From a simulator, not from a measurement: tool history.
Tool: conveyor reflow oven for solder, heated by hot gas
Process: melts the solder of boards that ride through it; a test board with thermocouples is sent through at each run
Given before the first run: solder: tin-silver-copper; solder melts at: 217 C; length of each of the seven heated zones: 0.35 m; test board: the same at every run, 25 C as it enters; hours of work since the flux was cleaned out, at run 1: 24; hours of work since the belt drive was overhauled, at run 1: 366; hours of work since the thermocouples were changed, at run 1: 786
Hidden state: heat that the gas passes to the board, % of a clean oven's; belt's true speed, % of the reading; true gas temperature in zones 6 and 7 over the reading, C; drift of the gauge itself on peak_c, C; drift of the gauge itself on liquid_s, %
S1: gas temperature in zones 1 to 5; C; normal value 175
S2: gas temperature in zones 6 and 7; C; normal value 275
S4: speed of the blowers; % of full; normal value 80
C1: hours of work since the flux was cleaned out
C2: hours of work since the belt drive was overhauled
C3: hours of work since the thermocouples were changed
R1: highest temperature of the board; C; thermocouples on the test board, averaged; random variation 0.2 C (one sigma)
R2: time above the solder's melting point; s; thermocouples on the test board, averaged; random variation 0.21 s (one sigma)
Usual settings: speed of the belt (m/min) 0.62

Run 1, hour 0: usual settings; C1 24; C2 366; C3 786. Result: R1 262.4 C, R2 57 s.
Run 2, hour 17.5: usual settings; C1 35; C2 376; C3 797. Result: R1 262.1 C, R2 57.2 s.
Run 3, hour 38.2: usual settings; C1 47; C2 389; C3 810. Result: R1 262.1 C, R2 57 s.
Run 4, hour 48: usual settings but S1 183 C; C1 53; C2 395; C3 816. Result: R1 263.5 C, R2 60 s.
Run 5, hour 63.2: usual settings but speed of the belt (m/min) 0.503; C1 62; C2 404; C3 825. Result: R1 268.3 C, R2 74.2 s.
Run 6, hour 84: usual settings but speed of the belt (m/min) 0.503; C1 75; C2 416; C3 837. Result: R1 267.6 C, R2 74.3 s.
Run 7, hour 94: usual settings but speed of the belt (m/min) 0.503; C1 81; C2 423; C3 843. Result: R1 267.8 C, R2 74.3 s.
Run 8, hour 106.5: usual settings but speed of the belt (m/min) 0.503; C1 88; C2 430; C3 851. Result: R1 268.1 C, R2 74 s.
Run 9, hour 116.9: usual settings but speed of the belt (m/min) 0.503; C1 95; C2 436; C3 857. Result: R1 268.1 C, R2 74.4 s.
Run 10, hour 138.9: usual settings but speed of the belt (m/min) 0.504; C1 108; C2 450; C3 870. Result: R1 268 C, R2 73.9 s.
Run 11, hour 153: usual settings; C1 117; C2 458; C3 879. Result: R1 262.1 C, R2 56.7 s.
Run 12, hour 167.1: usual settings; C1 125; C2 467; C3 888. Result: R1 261.9 C, R2 56.7 s.
At hour 174.8: thermocouples of zones 6 and 7 changed.
Run 13, hour 185.4: usual settings; C1 135; C2 477; C3 6. Result: R1 260.6 C, R2 55.9 s.
Run 14, hour 195.6: usual settings; C1 141; C2 483; C3 13. Result: R1 260.1 C, R2 56.1 s.
Run 15, hour 206.5: usual settings but speed of the belt (m/min) 0.692; C1 148; C2 489; C3 19. Result: R1 256.4 C, R2 47.8 s.
Run 16, hour 222.3: usual settings but speed of the belt (m/min) 0.651; C1 157; C2 499; C3 29. Result: R1 259 C, R2 52.4 s.
Run 17, hour 238.7: usual settings but S1 185 C, S2 284 C, speed of the belt (m/min) 0.697, S4 54 % of full; C1 167; C2 509; C3 39. Result: R1 258.6 C, R2 50.6 s.
Run 18, hour 255.4: usual settings but S1 185 C, S2 284 C, speed of the belt (m/min) 0.627, S4 64 % of full; C1 177; C2 519; C3 49. Result: R1 265.5 C, R2 60.7 s.
Run 19, hour 268.5: usual settings but S1 185 C, S2 276 C, speed of the belt (m/min) 0.669, S4 66 % of full; C1 185; C2 527; C3 57. Result: R1 257.1 C, R2 52.2 s.
Run 20, hour 281.4: usual settings but S2 289 C; C1 193; C2 535; C3 65. Result: R1 272.7 C, R2 61.8 s.
Run 21, hour 295.7: usual settings but S2 289 C; C1 202; C2 543; C3 73. Result: R1 272.6 C, R2 61.9 s.
Run 22, hour 314.4: usual settings but S1 166 C, S2 273 C, speed of the belt (m/min) 0.597, S4 66 % of full; C1 213; C2 555; C3 84. Result: R1 255.2 C, R2 52.1 s.
Run 23, hour 335.6: usual settings but S1 163 C; C1 226; C2 568; C3 97. Result: R1 258.1 C, R2 51.6 s.
Run 24, hour 355.6: usual settings but S1 163 C; C1 238; C2 580; C3 109. Result: R1 258.2 C, R2 51.5 s.

Forecast run 25:
Run 25, hour 373.9: usual settings but S1 163 C; C1 249; C2 591; C3 120. Result: R1 ?, R2 ?.

{"run 25": {"R1": 258.4, "R2": 51.2}}
Had the tool carried no hidden state, the very same run would have given R1 259.5 C, R2 51.7 s.
